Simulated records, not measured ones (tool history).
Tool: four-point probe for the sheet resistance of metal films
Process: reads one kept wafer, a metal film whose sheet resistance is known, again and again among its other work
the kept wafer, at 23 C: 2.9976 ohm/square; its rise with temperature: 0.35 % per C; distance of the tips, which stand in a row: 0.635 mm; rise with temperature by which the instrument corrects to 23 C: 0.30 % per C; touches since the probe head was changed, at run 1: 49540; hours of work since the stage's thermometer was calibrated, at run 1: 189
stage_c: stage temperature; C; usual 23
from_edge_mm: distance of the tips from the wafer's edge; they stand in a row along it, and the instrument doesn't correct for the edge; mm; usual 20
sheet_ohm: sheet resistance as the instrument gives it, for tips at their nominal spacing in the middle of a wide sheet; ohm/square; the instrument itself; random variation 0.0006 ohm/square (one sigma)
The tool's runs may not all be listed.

run    hour  stage_c  from_edge_mm  touches since the probe head was changed  hours of work since the stage's thermometer was calibrated  sheet_ohm
  1       0       23            20                                     49540                                                         189   2.981596
  2    68.8       23            20                                     52070                                                         223   2.981195
  3   129.7       23            20                                     54305                                                         253   2.980968
  4   203.6       23            20                                     57023                                                         289   2.980631
  5   241.3       19            20                                     58409                                                         308   2.973472
  6   322.9       19            20                                     61406                                                         348    2.97278
  7   389.9       19            20                                     63869                                                         381   2.972707
  8   434.5       19            20                                     65507                                                         402   2.973774
  9   507.8       20            20                                     68200                                                         438   2.974359
 10   581.4       20            20                                     70904                                                         475   2.973219
 11   614.9       20            20                                     72137                                                         491   2.973742
 12   665.3       20            31                                     73989                                                         516   2.971643
 13   707.8       20            31                                     75549                                                         537   2.971901
 14   750.8       33            31                                     77131                                                         558   2.988381
      756.4  -- stage's thermometer calibrated
 15   814.7       33            31                                     79461                                                          29   2.988768
 16   893.2       33            31                                     82343                                                          67   2.988058
 17   946.2       33            13                                     84292                                                          93   2.989673
 18  1024.5       33            13                                     87169                                                         132   2.989732
 19  1088.2       33            47                                     89509                                                         163   2.986105
     1101.9  -- stage's thermometer calibrated, once more
 20  1141.2       30            52                                     91441                                                          19   2.984185
 21  1182.6       30            52                                     92961                                                          40   2.984186
 22  1216.2       31            53                                     94196                                                          56   2.984458

3 ways to go on from here, each from the tool as it stands after run 22. What would each give?
  A  1295.9       32            20                                     97124                                                          95          ?
  B  1295.9       34            27                                     97124                                                          95          ?
  C  1295.9       22            53                                     97124                                                          95          ?

run  sheet_ohm
  A   2.986658
  B   2.988646
  C   2.971333
Without the tool's hidden state the same runs would have given:
run  sheet_ohm
  A   3.011466
  B   3.013471
  C   2.996012
